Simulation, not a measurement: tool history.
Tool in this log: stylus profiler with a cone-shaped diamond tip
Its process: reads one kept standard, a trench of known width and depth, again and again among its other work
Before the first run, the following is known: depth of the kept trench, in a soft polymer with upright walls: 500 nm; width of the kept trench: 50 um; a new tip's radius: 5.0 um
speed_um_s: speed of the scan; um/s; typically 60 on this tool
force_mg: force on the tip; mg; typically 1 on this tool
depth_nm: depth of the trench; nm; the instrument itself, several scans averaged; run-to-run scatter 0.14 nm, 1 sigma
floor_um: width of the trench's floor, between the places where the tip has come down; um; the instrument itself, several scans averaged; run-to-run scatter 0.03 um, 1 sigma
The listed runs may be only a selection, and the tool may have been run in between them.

Run 1, day 0: usual settings. Result: depth_nm 504.58 nm, floor_um 45.1 um.
Run 2, day 3.925: usual settings. Result: depth_nm 504.45 nm, floor_um 45.1 um.
Run 3, day 8.288: usual settings. Result: depth_nm 504.58 nm, floor_um 45.05 um.
Run 4, day 11.138: usual settings. Result: depth_nm 504.65 nm, floor_um 45.08 um.
Run 5, day 15.342: usual settings but speed_um_s 58 um/s. Result: depth_nm 504.62 nm, floor_um 45.06 um.
Run 6, day 19.038: usual settings but speed_um_s 58 um/s. Result: depth_nm 504.38 nm, floor_um 45.06 um.
Run 7, day 22.933: usual settings but speed_um_s 46 um/s, force_mg 1.4 mg. Result: depth_nm 505.84 nm, floor_um 45.29 um.
Run 8, day 26.712: usual settings but speed_um_s 46 um/s, force_mg 1.4 mg. Result: depth_nm 505.58 nm, floor_um 45.3 um.
Run 9, day 28.5: usual settings but force_mg 0.85 mg. Result: depth_nm 504.15 nm, floor_um 45.03 um.
Run 10, day 32.267: usual settings but speed_um_s 121 um/s, force_mg 1.92 mg. Result: depth_nm 507.23 nm, floor_um 44.83 um.

Below are 3 alternative next runs, each starting from the tool's condition after run 10. Predict each:
Run A, day 35.038: usual settings but speed_um_s 70 um/s, force_mg 1.92 mg. Result: depth_nm ?, floor_um ?.
Run B, day 35.038: usual settings but force_mg 0.54 mg. Result: depth_nm ?, floor_um ?.
Run C, day 35.038: usual settings but speed_um_s 121 um/s, force_mg 0.59 mg. Result: depth_nm ?, floor_um ?.

run  depth_nm  floor_um
  A    507.16     45.13
  B    502.78     44.86
  C    503.02     44.21
With no hidden state in the tool, these same runs would have given:
run  depth_nm  floor_um
  A    507.15     45.14
  B    502.77     44.88
  C    503.01     44.23

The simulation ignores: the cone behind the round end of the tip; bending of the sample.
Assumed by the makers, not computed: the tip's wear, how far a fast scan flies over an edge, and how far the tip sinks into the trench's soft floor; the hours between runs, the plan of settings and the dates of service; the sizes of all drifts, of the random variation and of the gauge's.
